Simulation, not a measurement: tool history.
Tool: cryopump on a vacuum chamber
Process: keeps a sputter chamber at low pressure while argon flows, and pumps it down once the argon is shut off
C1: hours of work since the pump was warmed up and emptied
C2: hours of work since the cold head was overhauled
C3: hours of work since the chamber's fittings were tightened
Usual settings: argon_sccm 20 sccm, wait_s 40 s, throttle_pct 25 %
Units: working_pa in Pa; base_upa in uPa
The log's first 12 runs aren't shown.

run 13 hour=999.8 | argon_sccm=20 wait_s=136 throttle_pct=25 | C1=374 C2=774 C3=186 | working_pa=0.0694 base_upa=0.89
-- hour=1064.6 pump warmed up, emptied and cooled again
run 14 hour=1099.9 | argon_sccm=20 wait_s=136 throttle_pct=25 | C1=16 C2=818 C3=230 | working_pa=0.0664 base_upa=0.84
run 15 hour=1208.3 | argon_sccm=20 wait_s=136 throttle_pct=25 | C1=67 C2=869 C3=280 | working_pa=0.0667 base_upa=0.94
run 16 hour=1294 | argon_sccm=20 wait_s=40 throttle_pct=25 | C1=107 C2=909 C3=320 | working_pa=0.0655 base_upa=1.92
run 17 hour=1398.8 | argon_sccm=20 wait_s=40 throttle_pct=25 | C1=155 C2=957 C3=369 | working_pa=0.067 base_upa=2.04
run 18 hour=1487.3 | argon_sccm=20 wait_s=40 throttle_pct=25 | C1=197 C2=998 C3=410 | working_pa=0.0669 base_upa=2.08
run 19 hour=1575.7 | argon_sccm=20 wait_s=40 throttle_pct=25 | C1=238 C2=1040 C3=451 | working_pa=0.0696 base_upa=2.17
run 20 hour=1643.2 | argon_sccm=36 wait_s=40 throttle_pct=25 | C1=269 C2=1071 C3=483 | working_pa=0.1242 base_upa=2.27
run 21 hour=1714.8 | argon_sccm=36 wait_s=40 throttle_pct=25 | C1=302 C2=1104 C3=516 | working_pa=0.123 base_upa=2.24
run 22 hour=1761.8 | argon_sccm=16 wait_s=52 throttle_pct=25 | C1=324 C2=1126 C3=538 | working_pa=0.0561 base_upa=2.07
run 23 hour=1825.5 | argon_sccm=26 wait_s=74 throttle_pct=25 | C1=354 C2=1156 C3=568 | working_pa=0.0907 base_upa=1.83
-- hour=1928.4 pump warmed up, emptied and cooled again
run 24 hour=1928.4 | argon_sccm=26 wait_s=74 throttle_pct=37 | C1=0 C2=1201 C3=613 | working_pa=0.0574 base_upa=1.7
run 25 hour=2037.8 | argon_sccm=33 wait_s=107 throttle_pct=49 | C1=51 C2=1252 C3=664 | working_pa=0.0561 base_upa=1.57
run 26 hour=2096.5 | argon_sccm=8 wait_s=21 throttle_pct=49 | C1=78 C2=1280 C3=691 | working_pa=0.0136 base_upa=3.58
run 27 hour=2150.3 | argon_sccm=9 wait_s=21 throttle_pct=26 | C1=103 C2=1305 C3=716 | working_pa=0.029 base_upa=3.74
run 28 hour=2229.5 | argon_sccm=14 wait_s=82 throttle_pct=25 | C1=140 C2=1341 C3=753 | working_pa=0.0473 base_upa=2
run 29 hour=2327.2 | argon_sccm=14 wait_s=82 throttle_pct=25 | C1=186 C2=1387 C3=799 | working_pa=0.0479 base_upa=1.96
run 30 hour=2420 | argon_sccm=14 wait_s=37 throttle_pct=25 | C1=229 C2=1430 C3=842 | working_pa=0.0479 base_upa=2.86
run 31 hour=2513.9 | argon_sccm=20 wait_s=40 throttle_pct=16 | C1=272 C2=1474 C3=885 | working_pa=0.1048 base_upa=2.9
run 32 hour=2570.1 | argon_sccm=18 wait_s=40 throttle_pct=39 | C1=299 C2=1500 C3=912 | working_pa=0.0412 base_upa=2.98
run 33 hour=2651.8 | argon_sccm=25 wait_s=40 throttle_pct=36 | C1=337 C2=1538 C3=950 | working_pa=0.0626 base_upa=3.11

5 ways to go on from here, each from the tool as it stands after run 33. What would each give?
run A hour=2706.1 | argon_sccm=20 wait_s=238 throttle_pct=36 | C1=362 C2=1563 C3=975 | working_pa=? base_upa=?
run B hour=2706.1 | argon_sccm=12 wait_s=130 throttle_pct=22 | C1=362 C2=1563 C3=975 | working_pa=? base_upa=?
run C hour=2706.1 | argon_sccm=25 wait_s=207 throttle_pct=30 | C1=362 C2=1563 C3=975 | working_pa=? base_upa=?
run D hour=2706.1 | argon_sccm=21 wait_s=37 throttle_pct=25 | C1=362 C2=1563 C3=975 | working_pa=? base_upa=?
run E hour=2706.1 | argon_sccm=25 wait_s=48 throttle_pct=39 | C1=362 C2=1563 C3=975 | working_pa=? base_upa=?

run=A working_pa=0.0502 base_upa=1.98
run=B working_pa=0.0474 base_upa=2.11
run=C working_pa=0.0737 base_upa=2.06
run=D working_pa=0.0741 base_upa=3.19
run=E working_pa=0.0576 base_upa=2.92
Without the tool's hidden state the same runs would have given:
run=A working_pa=0.0458 base_upa=0.36
run=B working_pa=0.0448 base_upa=0.54
run=C working_pa=0.0682 base_upa=0.41
run=D working_pa=0.0695 base_upa=1.57
run=E working_pa=0.0522 base_upa=1.27
